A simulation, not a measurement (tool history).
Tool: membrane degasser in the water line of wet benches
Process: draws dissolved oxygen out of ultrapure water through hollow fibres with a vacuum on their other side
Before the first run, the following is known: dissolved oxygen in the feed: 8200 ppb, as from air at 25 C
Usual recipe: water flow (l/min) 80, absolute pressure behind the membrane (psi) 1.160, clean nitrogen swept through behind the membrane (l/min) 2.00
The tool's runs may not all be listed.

| run | hour | water flow (l/min) | absolute pressure behind the membrane (psi) | clean nitrogen swept through behind the membrane (l/min) | dissolved oxygen in the water behind the degasser (ppb) | pressure that the water loses in the fibres (psi) |
|---|---|---|---|---|---|---|
| 1 | 0.0 | 80 | 1.160 | 2.00 | 376.7 | 5.790 |
| 2 | 112.4 | 80 | 1.160 | 2.00 | 378.2 | 5.771 |
| 3 | 265.2 | 80 | 1.160 | 2.00 | 377.4 | 5.729 |
| 4 | 428.2 | 80 | 1.160 | 2.00 | 374.5 | 5.807 |
| 5 | 587.8 | 80 | 0.709 | 2.00 | 139.7 | 5.828 |
| 6 | 722.7 | 80 | 0.863 | 2.00 | 221.7 | 5.819 |
| 7 | 860.1 | 63 | 1.160 | 2.00 | 308.8 | 4.547 |
| 8 | 958.7 | 80 | 1.160 | 2.00 | 379.2 | 5.796 |
| 9 | 1138.2 | 80 | 1.160 | 2.00 | 377.0 | 5.838 |
| 10 | 1331.4 | 80 | 1.160 | 2.00 | 377.3 | 5.748 |
| 11 | 1503.2 | 80 | 1.160 | 2.00 | 374.2 | 5.829 |
| 12 | 1624.0 | 80 | 1.160 | 2.00 | 380.1 | 5.774 |
| 13 | 1757.3 | 115 | 1.160 | 2.00 | 506.1 | 8.399 |
| 14 | 1948.2 | 80 | 1.160 | 2.00 | 377.4 | 5.858 |
| 15 | 2113.0 | 80 | 1.160 | 1.65 | 435.4 | 5.838 |
| 16 | 2286.7 | 75 | 1.076 | 5.70 | 131.9 | 5.452 |
| 17 | 2448.0 | 78 | 1.160 | 1.02 | 589.0 | 5.625 |
| 18 | 2532.9 | 78 | 1.607 | 2.45 | 499.0 | 5.704 |
| 19 | 2672.3 | 81 | 2.424 | 1.37 | 1292.1 | 5.919 |
| 20 | 2794.0 | 81 | 2.424 | 1.37 | 1308.5 | 5.891 |
| 21 | 2949.2 | 111 | 2.424 | 5.36 | 598.7 | 8.063 |
|  | 3024.6 | vacuum gauge calibrated |
| 22 | 3059.1 | 73 | 1.160 | 1.41 | 457.4 | 5.268 |
| 23 | 3170.2 | 51 | 0.767 | 2.00 | 114.8 | 3.704 |
| 24 | 3253.8 | 51 | 1.189 | 2.00 | 268.1 | 3.720 |
| 25 | 3356.3 | 85 | 0.953 | 2.00 | 283.7 | 6.157 |
| 26 | 3547.7 | 85 | 0.953 | 2.00 | 283.6 | 6.137 |
| 27 | 3730.4 | 85 | 0.953 | 2.00 | 282.1 | 6.174 |
| 28 | 3889.8 | 98 | 0.744 | 3.04 | 141.7 | 7.105 |
| 29 | 3971.4 | 80 | 2.070 | 1.75 | 901.9 | 5.802 |

5 options for the next run, each taken on its own from the tool as it stands now. Forecast them:
| A | 4054.9 | 54 | 1.426 | 0.89 | ? | ? |
| B | 4054.9 | 61 | 0.927 | 1.51 | ? | ? |
| C | 4054.9 | 108 | 0.979 | 1.56 | ? | ? |
| D | 4054.9 | 125 | 2.299 | 2.74 | ? | ? |
| E | 4054.9 | 80 | 1.176 | 1.23 | ? | ? |

| run | dissolved oxygen in the water behind the degasser (ppb) | pressure that the water loses in the fibres (psi) |
|---|---|---|
| A | 689.3 | 3.896 |
| B | 253.4 | 4.363 |
| C | 430.7 | 7.836 |
| D | 1042.1 | 9.095 |
| E | 545.8 | 5.775 |
What these runs would have given with no unlogged condition in the tool:
| run | dissolved oxygen in the water behind the degasser (ppb) | pressure that the water loses in the fibres (psi) |
|---|---|---|
| A | 689.3 | 3.891 |
| B | 253.4 | 4.358 |
| C | 430.6 | 7.829 |
| D | 1041.9 | 9.087 |
| E | 545.8 | 5.770 |
